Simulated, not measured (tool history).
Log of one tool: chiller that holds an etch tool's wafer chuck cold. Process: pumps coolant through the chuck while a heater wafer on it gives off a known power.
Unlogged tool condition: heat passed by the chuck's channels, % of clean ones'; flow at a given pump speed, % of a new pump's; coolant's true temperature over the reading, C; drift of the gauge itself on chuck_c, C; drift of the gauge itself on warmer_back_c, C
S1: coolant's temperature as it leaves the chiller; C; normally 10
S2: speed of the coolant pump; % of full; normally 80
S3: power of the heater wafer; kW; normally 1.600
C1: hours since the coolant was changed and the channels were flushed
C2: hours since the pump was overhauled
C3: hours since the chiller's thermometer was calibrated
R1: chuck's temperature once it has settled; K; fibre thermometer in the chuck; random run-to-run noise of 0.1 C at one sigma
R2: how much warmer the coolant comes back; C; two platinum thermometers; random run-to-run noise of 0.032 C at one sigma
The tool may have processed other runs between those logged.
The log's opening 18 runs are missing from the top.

run 19 day=111.050 | S1=4 S2=67 S3=2.286 | C1=5368 C2=3255 C3=4311 | R1=312.55 R2=6.70
-- day=116.338 chiller's thermometer calibrated
run 20 day=119.012 | S1=4 S2=67 S3=2.286 | C1=5558 C2=3445 C3=64 | R1=313.35 R2=6.74
run 21 day=126.346 | S1=4 S2=67 S3=2.286 | C1=5734 C2=3621 C3=240 | R1=313.75 R2=6.75
run 22 day=132.983 | S1=15 S2=82 S3=0.975 | C1=5893 C2=3780 C3=399 | R1=302.15 R2=2.37
run 23 day=139.992 | S1=15 S2=87 S3=0.975 | C1=6061 C2=3948 C3=568 | R1=302.05 R2=2.21
run 24 day=144.521 | S1=7 S2=61 S3=1.034 | C1=6170 C2=4057 C3=676 | R1=297.65 R2=3.44
run 25 day=148.729 | S1=10 S2=80 S3=1.756 | C1=6271 C2=4158 C3=777 | R1=309.45 R2=4.34
run 26 day=153.338 | S1=2 S2=98 S3=1.336 | C1=6382 C2=4269 C3=888 | R1=293.45 R2=2.73
run 27 day=157.917 | S1=10 S2=72 S3=1.657 | C1=6491 C2=4379 C3=998 | R1=309.35 R2=4.64
run 28 day=161.808 | S1=10 S2=72 S3=1.657 | C1=6585 C2=4472 C3=1091 | R1=309.65 R2=4.60
run 29 day=166.521 | S1=10 S2=82 S3=1.600 | C1=6698 C2=4585 C3=1204 | R1=307.35 R2=3.87
run 30 day=171.083 | S1=9 S2=85 S3=1.600 | C1=6807 C2=4695 C3=1314 | R1=305.95 R2=3.77
run 31 day=179.267 | S1=9 S2=85 S3=1.600 | C1=7004 C2=4891 C3=1510 | R1=306.15 R2=3.77

Forecast each of these 4 alternatives for the next run:
run A day=186.604 | S1=10 S2=83 S3=0.854 | C1=7180 C2=5067 C3=1686 | R1=? R2=?
run B day=186.604 | S1=8 S2=84 S3=1.102 | C1=7180 C2=5067 C3=1686 | R1=? R2=?
run C day=186.604 | S1=10 S2=84 S3=1.680 | C1=7180 C2=5067 C3=1686 | R1=? R2=?
run D day=186.604 | S1=1 S2=80 S3=1.431 | C1=7180 C2=5067 C3=1686 | R1=? R2=?

run=A R1=296.05 R2=2.07
run=B R1=297.85 R2=2.58
run=C R1=308.75 R2=4.08
run=D R1=296.35 R2=3.64
Stripped of hidden state, with their random variation kept, the same runs would have yielded:
run=A R1=293.15 R2=1.90
run=B R1=294.05 R2=2.37
run=C R1=302.65 R2=3.76
run=D R1=291.15 R2=3.36
